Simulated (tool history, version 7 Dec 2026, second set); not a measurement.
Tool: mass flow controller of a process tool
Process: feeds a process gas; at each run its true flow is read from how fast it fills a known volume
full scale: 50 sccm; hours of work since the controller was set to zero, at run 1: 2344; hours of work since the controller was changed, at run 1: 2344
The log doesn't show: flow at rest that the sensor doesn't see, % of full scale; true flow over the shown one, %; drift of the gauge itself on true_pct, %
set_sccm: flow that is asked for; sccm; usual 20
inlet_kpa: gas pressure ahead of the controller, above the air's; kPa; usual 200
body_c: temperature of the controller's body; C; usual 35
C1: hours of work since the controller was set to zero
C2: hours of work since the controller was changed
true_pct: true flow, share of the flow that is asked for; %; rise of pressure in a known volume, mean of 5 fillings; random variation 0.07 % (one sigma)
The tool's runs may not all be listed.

{"run": 1, "hour": 0.0, "set_sccm": 20, "inlet_kpa": 200, "body_c": 35, "C1": 2344, "C2": 2344, "true_pct": 96.91}
{"run": 2, "hour": 91.3, "set_sccm": 20, "inlet_kpa": 200, "body_c": 35, "C1": 2392, "C2": 2392, "true_pct": 96.9}
{"run": 3, "hour": 159.5, "set_sccm": 20, "inlet_kpa": 200, "body_c": 35, "C1": 2429, "C2": 2429, "true_pct": 96.84}
{"run": 4, "hour": 230.8, "set_sccm": 20, "inlet_kpa": 200, "body_c": 35, "C1": 2466, "C2": 2466, "true_pct": 96.83}
{"run": 5, "hour": 286.9, "set_sccm": 20, "inlet_kpa": 200, "body_c": 37, "C1": 2496, "C2": 2496, "true_pct": 96.65}
{"run": 6, "hour": 352.2, "set_sccm": 20, "inlet_kpa": 192, "body_c": 35, "C1": 2531, "C2": 2531, "true_pct": 96.98}
{"run": 7, "hour": 430.2, "set_sccm": 20, "inlet_kpa": 192, "body_c": 35, "C1": 2572, "C2": 2572, "true_pct": 96.89}
{"run": 8, "hour": 524.2, "set_sccm": 20, "inlet_kpa": 216, "body_c": 35, "C1": 2622, "C2": 2622, "true_pct": 96.86}
{"run": 9, "hour": 582.8, "set_sccm": 20, "inlet_kpa": 257, "body_c": 28, "C1": 2654, "C2": 2654, "true_pct": 97.6}
{"run": 10, "hour": 648.9, "set_sccm": 42, "inlet_kpa": 229, "body_c": 35, "C1": 2689, "C2": 2689, "true_pct": 98.74}
{"run": 11, "hour": 724.7, "set_sccm": 42, "inlet_kpa": 229, "body_c": 35, "C1": 2729, "C2": 2729, "true_pct": 98.8}
{"run": 12, "hour": 774.3, "set_sccm": 42, "inlet_kpa": 229, "body_c": 35, "C1": 2755, "C2": 2755, "true_pct": 98.7}
{"run": 13, "hour": 834.7, "set_sccm": 7, "inlet_kpa": 200, "body_c": 35, "C1": 2787, "C2": 2787, "true_pct": 94.29}
{"run": 14, "hour": 917.8, "set_sccm": 30, "inlet_kpa": 232, "body_c": 22, "C1": 2831, "C2": 2831, "true_pct": 99.32}
{"run": 15, "hour": 967.8, "set_sccm": 15, "inlet_kpa": 243, "body_c": 30, "C1": 2858, "C2": 2858, "true_pct": 96.63}

4 ways to go on from here, each from the tool as it stands after run 15. What would each give?
{"run": "A", "hour": 1035.0, "set_sccm": 20, "inlet_kpa": 192, "body_c": 33, "C1": 2894, "C2": 2894, "true_pct": "?"}
{"run": "B", "hour": 1035.0, "set_sccm": 32, "inlet_kpa": 243, "body_c": 39, "C1": 2894, "C2": 2894, "true_pct": "?"}
{"run": "C", "hour": 1035.0, "set_sccm": 15, "inlet_kpa": 255, "body_c": 30, "C1": 2894, "C2": 2894, "true_pct": "?"}
{"run": "D", "hour": 1035.0, "set_sccm": 9, "inlet_kpa": 243, "body_c": 27, "C1": 2894, "C2": 2894, "true_pct": "?"}

run=A true_pct=97.07
run=B true_pct=97.54
run=C true_pct=96.81
run=D true_pct=95.76
Without the tool's hidden state the same runs would have given:
run=A true_pct=97.02
run=B true_pct=97.12
run=C true_pct=97.08
run=D true_pct=96.88
